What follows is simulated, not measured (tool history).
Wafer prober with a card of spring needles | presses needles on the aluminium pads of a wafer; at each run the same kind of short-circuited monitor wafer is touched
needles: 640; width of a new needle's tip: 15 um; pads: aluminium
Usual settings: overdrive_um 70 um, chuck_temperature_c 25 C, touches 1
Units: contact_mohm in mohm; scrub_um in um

run   hour  overdrive_um  chuck_temperature_c  touches  contact_mohm  scrub_um
  1    0.0            70                   25        1           141     15.75
       3.6  -- tips cleaned on abrasive film
       8.5  -- tips cleaned on abrasive film
      13.4  -- tips cleaned on abrasive film
  2   15.3            70                   25        1           141     15.60
      18.8  -- tips cleaned on abrasive film
      24.6  -- tips cleaned on abrasive film
  3   28.4            70                   25        1           142     15.47
      29.7  -- tips cleaned on abrasive film
      35.8  -- tips cleaned on abrasive film
      41.9  -- tips cleaned on abrasive film
  4   46.1            70                   53        1           147     15.57
      47.4  -- tips cleaned on abrasive film
      53.2  -- tips cleaned on abrasive film
      59.2  -- tips cleaned on abrasive film
  5   60.8            59                   53        1           150     13.14
      64.5  -- tips cleaned on abrasive film
      70.6  -- tips cleaned on abrasive film
      76.6  -- tips cleaned on abrasive film
  6   76.8            70                   33        1           144     15.52
      81.7  -- tips cleaned on abrasive film
      87.8  -- tips cleaned on abrasive film
      93.6  -- tips cleaned on abrasive film
      98.6  -- tips cleaned on abrasive film
  7   98.6            70                   33        1           143     15.70
     104.6  -- tips cleaned on abrasive film
     109.8  -- tips cleaned on abrasive film
     114.7  -- tips cleaned on abrasive film
  8  118.6            70                   33        1           143     15.77
     119.9  -- tips cleaned on abrasive film
     125.9  -- tips cleaned on abrasive film
     130.8  -- tips cleaned on abrasive film
     136.6  -- tips cleaned on abrasive film
  9  136.6            50                   25        1           145     11.21
     142.4  -- tips cleaned on abrasive film
 10  146.8            70                   25        1           142     15.61
     148.1  -- tips cleaned on abrasive film
     153.0  -- tips cleaned on abrasive film
     158.7  -- tips cleaned on abrasive film
 11  161.1            70                   25        1           143     15.52
     164.6  -- tips cleaned on abrasive film
     170.6  -- tips cleaned on abrasive film
     176.1  -- tips cleaned on abrasive film
     181.1  -- tips cleaned on abrasive film
 12  181.1            70                   25        1           143     15.72
     187.2  -- tips cleaned on abrasive film
     193.1  -- tips cleaned on abrasive film
 13  195.1            70                   25        1           140     15.70
     196.4  -- height of the first contact set anew
     198.9  -- tips cleaned on abrasive film
     204.9  -- tips cleaned on abrasive film
     209.8  -- tips cleaned on abrasive film
 14  212.7            70                   25        1           143     15.57
     215.2  -- tips cleaned on abrasive film
     221.1  -- tips cleaned on abrasive film
 15  225.2            64                   25        1           143     14.28
     226.5  -- tips cleaned on abrasive film
     232.3  -- tips cleaned on abrasive film
     237.8  -- tips cleaned on abrasive film
 16  238.9            86                   31        3           140     19.30
     243.2  -- tips cleaned on abrasive film
     248.8  -- tips cleaned on abrasive film
     254.6  -- tips cleaned on abrasive film
     259.8  -- tips cleaned on abrasive film
 17  259.8            86                   31        3           139     19.20
     265.5  -- tips cleaned on abrasive film
     271.7  -- tips cleaned on abrasive film
 18  273.6            86                   98        3           151     19.31
     277.2  -- tips cleaned on abrasive film
     283.2  -- tips cleaned on abrasive film
 19  284.0            69                   71        2           148     15.38
     288.8  -- tips cleaned on abrasive film
     293.7  -- tips cleaned on abrasive film
     299.3  -- tips cleaned on abrasive film
 20  303.3            69                   26        2           141     15.32
     304.6  -- tips cleaned on abrasive film
     309.9  -- tips cleaned on abrasive film
     315.8  -- tips cleaned on abrasive film
     321.4  -- tips cleaned on abrasive film
 21  323.1            69                   26        2           139     15.42
     326.8  -- tips cleaned on abrasive film
     331.7  -- tips cleaned on abrasive film
     337.5  -- tips cleaned on abrasive film
     343.2  -- tips cleaned on abrasive film
 22  345.2            69                   26        2           144     15.37
     348.9  -- tips cleaned on abrasive film
     353.8  -- tips cleaned on abrasive film
     358.7  -- tips cleaned on abrasive film
     364.6  -- tips cleaned on abrasive film
 23  366.4            69                   26        2           142     15.52
     370.1  -- tips cleaned on abrasive film
     375.0  -- tips cleaned on abrasive film
     381.1  -- tips cleaned on abrasive film
 24  382.2            78                   43        2           143     17.29
     387.0  -- tips cleaned on abrasive film
     392.9  -- tips cleaned on abrasive film
     398.7  -- tips cleaned on abrasive film
 25  398.8            79                   66        1           146     17.68
     403.7  -- tips cleaned on abrasive film
     409.5  -- tips cleaned on abrasive film
     415.4  -- tips cleaned on abrasive film
 26  416.2            78                   94        1           151     17.29
     421.1  -- tips cleaned on abrasive film
     426.9  -- tips cleaned on abrasive film
     432.9  -- tips cleaned on abrasive film
 27  433.3            70                   52        1           147     15.52
     438.2  -- tips cleaned on abrasive film
     443.8  -- tips cleaned on abrasive film
     449.9  -- tips cleaned on abrasive film
 28  451.6            70                   84        1           151     15.71

4 ways to go on from here, each from the tool as it stands after run 28. What would each give?
     455.3  -- tips cleaned on abrasive film
     461.2  -- tips cleaned on abrasive film
     466.8  -- tips cleaned on abrasive film
  A  466.9            61                   38        1             ?         ?
     455.3  -- tips cleaned on abrasive film
     461.2  -- tips cleaned on abrasive film
     466.8  -- tips cleaned on abrasive film
  B  466.9            84                   37        1             ?         ?
     455.3  -- tips cleaned on abrasive film
     461.2  -- tips cleaned on abrasive film
     466.8  -- tips cleaned on abrasive film
  C  466.9            80                   84        1             ?         ?
     455.3  -- tips cleaned on abrasive film
     461.2  -- tips cleaned on abrasive film
     466.8  -- tips cleaned on abrasive film
  D  466.9            64                   25        2             ?         ?

run  contact_mohm  scrub_um
  A           145     13.67
  B           142     18.64
  C           147     18.00
  D           144     14.32
Without the tool's hidden state the same runs would have given:
run  contact_mohm  scrub_um
  A           145     13.67
  B           142     18.65
  C           147     18.00
  D           144     14.32
